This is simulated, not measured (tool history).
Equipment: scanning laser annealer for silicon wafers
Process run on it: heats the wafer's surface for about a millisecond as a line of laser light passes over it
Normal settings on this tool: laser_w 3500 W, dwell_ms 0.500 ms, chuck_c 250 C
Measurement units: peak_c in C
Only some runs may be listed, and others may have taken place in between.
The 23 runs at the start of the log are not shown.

run    hour  laser_w  dwell_ms  chuck_c  peak_c
 24   599.8     3500     0.500      234     967
      621.1  -- laser's power meter calibrated, once more
 25   626.1     3394     0.575      228     974
 26   652.7     3316     0.577      215     940
 27   687.3     3316     0.577      215     937
 28   719.4     3316     0.577      215     935
 29   750.4     3316     0.577      215     934
 30   771.7     3474     0.437      254     928
 31   790.2     3474     0.437      254     928
 32   824.5     3318     0.608      247     982
 33   844.2     3163     0.422      250     835
 34   861.4     3500     0.583      250    1020
 35   891.9     3500     0.358      211     825
 36   918.7     3500     0.358      211     827
 37   948.1     3500     0.358      211     827
 38   976.1     3500     0.447      282     965
 39   991.6     3500     0.447      282     961
 40  1014.6     3500     0.500      289    1002
 41  1037.4     3460     0.500      247     951

3 ways to go on from here, each from the tool as it stands after run 41. What would each give?
  A  1070.1     3724     0.476      250       ?
  B  1070.1     3774     0.494      263       ?
  C  1070.1     3133     0.500      229       ?

run  peak_c
  A    1006
  B    1046
  C     849
With no hidden state in the tool, these same runs would have given:
run  peak_c
  A    1042
  B    1083
  C     878
